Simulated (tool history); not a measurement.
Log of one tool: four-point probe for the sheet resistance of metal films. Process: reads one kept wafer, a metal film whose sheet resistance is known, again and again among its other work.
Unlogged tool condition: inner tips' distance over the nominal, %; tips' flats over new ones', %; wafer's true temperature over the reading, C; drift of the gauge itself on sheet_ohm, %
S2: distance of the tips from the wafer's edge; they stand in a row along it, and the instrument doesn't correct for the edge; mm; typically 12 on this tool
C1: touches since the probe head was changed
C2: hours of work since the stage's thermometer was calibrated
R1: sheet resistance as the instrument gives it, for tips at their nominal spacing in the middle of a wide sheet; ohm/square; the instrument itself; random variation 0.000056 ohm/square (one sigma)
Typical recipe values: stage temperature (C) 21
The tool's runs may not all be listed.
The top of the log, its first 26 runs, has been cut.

{"run": 27, "hour": 1511.7, "stage temperature (C)": 23, "S2": 9, "C1": 120090, "C2": 142, "R1": 0.279504}
{"run": 28, "hour": 1592.2, "stage temperature (C)": 31, "S2": 31, "C1": 122970, "C2": 203, "R1": 0.279607}
{"run": 29, "hour": 1627.4, "stage temperature (C)": 31, "S2": 31, "C1": 124230, "C2": 230, "R1": 0.279523}
{"run": 30, "hour": 1704.0, "stage temperature (C)": 23, "S2": 11, "C1": 126970, "C2": 289, "R1": 0.279013}
{"run": 31, "hour": 1759.9, "stage temperature (C)": 29, "S2": 21, "C1": 128970, "C2": 332, "R1": 0.279174}
{"hour": 1802.8, "done": "new probe head fitted"}
{"run": 32, "hour": 1804.7, "stage temperature (C)": 29, "S2": 21, "C1": 71, "C2": 365, "R1": 0.283755}
{"run": 33, "hour": 1880.3, "stage temperature (C)": 29, "S2": 17, "C1": 2776, "C2": 423, "R1": 0.283684}
{"run": 34, "hour": 1937.7, "stage temperature (C)": 24, "S2": 12, "C1": 4828, "C2": 467, "R1": 0.283382}
{"run": 35, "hour": 1982.4, "stage temperature (C)": 32, "S2": 15, "C1": 6427, "C2": 502, "R1": 0.283895}
{"run": 36, "hour": 2058.6, "stage temperature (C)": 25, "S2": 74, "C1": 9156, "C2": 560, "R1": 0.282972}
{"run": 37, "hour": 2122.9, "stage temperature (C)": 25, "S2": 74, "C1": 11455, "C2": 609, "R1": 0.282804}
{"run": 38, "hour": 2192.3, "stage temperature (C)": 27, "S2": 75, "C1": 13938, "C2": 662, "R1": 0.282984}
{"run": 39, "hour": 2231.0, "stage temperature (C)": 27, "S2": 75, "C1": 15325, "C2": 692, "R1": 0.282961}
{"run": 40, "hour": 2284.5, "stage temperature (C)": 28, "S2": 4, "C1": 17237, "C2": 733, "R1": 0.286738}
{"run": 41, "hour": 2342.0, "stage temperature (C)": 28, "S2": 4, "C1": 19296, "C2": 777, "R1": 0.286652}
{"run": 42, "hour": 2382.9, "stage temperature (C)": 28, "S2": 4, "C1": 20761, "C2": 808, "R1": 0.286715}
{"run": 43, "hour": 2429.7, "stage temperature (C)": 27, "S2": 4, "C1": 22435, "C2": 844, "R1": 0.286533}
{"run": 44, "hour": 2475.3, "stage temperature (C)": 30, "S2": 26, "C1": 24066, "C2": 879, "R1": 0.282987}
{"run": 45, "hour": 2518.5, "stage temperature (C)": 23, "S2": 5, "C1": 25612, "C2": 912, "R1": 0.28462}
{"run": 46, "hour": 2594.2, "stage temperature (C)": 23, "S2": 5, "C1": 28320, "C2": 970, "R1": 0.284635}

Alternative continuations, all from the tool just after run 46; predict every row:
{"run": "A", "hour": 2637.2, "stage temperature (C)": 20, "S2": 22, "C1": 29860, "C2": 1003, "R1": "?"}
{"run": "B", "hour": 2637.2, "stage temperature (C)": 22, "S2": 12, "C1": 29860, "C2": 1003, "R1": "?"}
{"run": "C", "hour": 2637.2, "stage temperature (C)": 27, "S2": 9, "C1": 29860, "C2": 1003, "R1": "?"}

run=A R1=0.281955
run=B R1=0.282463
run=C R1=0.283211
Stripped of hidden state, with their random variation kept, the same runs would have yielded:
run=A R1=0.281872
run=B R1=0.282379
run=C R1=0.283126

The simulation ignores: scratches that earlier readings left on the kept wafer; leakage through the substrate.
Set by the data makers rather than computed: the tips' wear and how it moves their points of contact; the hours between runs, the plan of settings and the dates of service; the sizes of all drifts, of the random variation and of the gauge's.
